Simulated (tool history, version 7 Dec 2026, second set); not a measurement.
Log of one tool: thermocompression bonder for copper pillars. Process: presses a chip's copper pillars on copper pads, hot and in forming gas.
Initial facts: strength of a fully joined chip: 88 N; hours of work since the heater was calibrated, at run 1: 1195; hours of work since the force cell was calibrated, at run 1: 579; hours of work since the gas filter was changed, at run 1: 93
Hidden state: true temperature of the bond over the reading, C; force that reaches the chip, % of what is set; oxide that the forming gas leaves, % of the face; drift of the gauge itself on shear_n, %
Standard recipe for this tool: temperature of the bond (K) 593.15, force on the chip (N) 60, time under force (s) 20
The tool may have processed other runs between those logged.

run    hour  temperature of the bond (K)  force on the chip (N)  time under force (s)  hours of work since the heater was calibrated  hours of work since the force cell was calibrated  hours of work since the gas filter was changed  force that shears a chip off (N)
  1       0                       593.15                     60                    20                                           1195                                                579                                              93                              58.7
  2    31.1                       619.15                     60                    20                                           1209                                                593                                             107                              69.4
  3    74.6                       619.15                     60                    20                                           1229                                                613                                             126                                69
  4      96                       619.15                     60                    20                                           1238                                                623                                             136                              70.4
  5   129.5                       619.15                     60                    20                                           1253                                                638                                             151                              68.8
  6   154.5                       593.15                     60                    21                                           1265                                                649                                             163                              59.7
  7   202.1                       593.15                     60                    21                                           1286                                                671                                             184                              59.6
      208.6  -- forming gas filter changed
  8   224.9                       593.15                     60                    21                                           1297                                                681                                               7                              61.2
  9   264.5                       593.15                     60                    20                                           1315                                                699                                              25                              60.4
 10   284.2                       593.15                     60                    20                                           1324                                                708                                              34                              61.7
 11   319.7                       593.15                     60                    20                                           1340                                                724                                              51                              59.7
 12   358.2                       593.15                     60                    20                                           1357                                                742                                              68                              59.4
 13   392.4                       593.15                     60                    22                                           1373                                                757                                              84                                62
      398.6  -- heater calibrated with a thermocouple chip
 14   423.4                       593.15                     60                    22                                             11                                                770                                              97                              62.1
 15   444.6                       593.15                     60                    20                                             21                                                780                                             106                              60.2
 16   487.7                       593.15                     60                    20                                             41                                                800                                             126                              59.6
 17   512.3                       582.15                     51                    23                                             52                                                811                                             137                              51.1
 18   543.1                       583.15                     86                    23                                             66                                                825                                             151                              70.6
 19     590                       583.15                     86                    23                                             87                                                846                                             172                              68.3
      624.3  -- forming gas filter changed
 20   634.4                       583.15                     41                    23                                            107                                                866                                               5                              46.5
 21   655.9                       615.15                     86                    42                                            117                                                876                                              14                              85.1
      687.4  -- heater calibrated with a thermocouple chip, once more
 22   694.7                       615.15                     86                    42                                              3                                                893                                              31                              81.7
 23   743.1                       580.15                     86                    56                                             25                                                915                                              53                              76.2
 24   776.7                       580.15                     85                    39                                             41                                                930                                              68                              71.3
 25   806.7                       593.15                     77                    20                                             54                                                943                                              82                              61.6
 26   852.9                       593.15                     77                    20                                             75                                                964                                             103                              64.1
 27   900.3                       593.15                     77                    20                                             97                                                986                                             125                              63.5
 28   928.2                       593.15                     77                    20                                            109                                                999                                             137                              62.3
 29     951                       598.15                     70                    20                                            120                                               1009                                             148                              61.2
 30   990.3                       593.15                     54                    20                                            138                                               1027                                             165                              50.4
 31  1028.5                       596.15                     69                    59                                            155                                               1044                                             183                              72.4

Branching from run 31: 4 alternative next runs. What would each branch give?
     1038.5  -- forming gas filter changed
  A  1069                       593.15                     60                    30                                            173                                               1062                                              14                                 ?
     1038.5  -- forming gas filter changed
  B  1069                       593.15                     42                    55                                            173                                               1062                                              14                                 ?
     1038.5  -- forming gas filter changed
  C  1069                       570.15                     73                    20                                            173                                               1062                                              14                                 ?
     1038.5  -- forming gas filter changed
  D  1069                       585.15                     41                    18                                            173                                               1062                                              14                                 ?

run  force that shears a chip off (N)
  A                              63.2
  B                              58.6
  C                              50.4
  D                              36.6
With the hidden condition removed and each run's random variation left untouched, the same runs would have given:
run  force that shears a chip off (N)
  A                              64.9
  B                              60.3
  C                              52.1
  D                                38
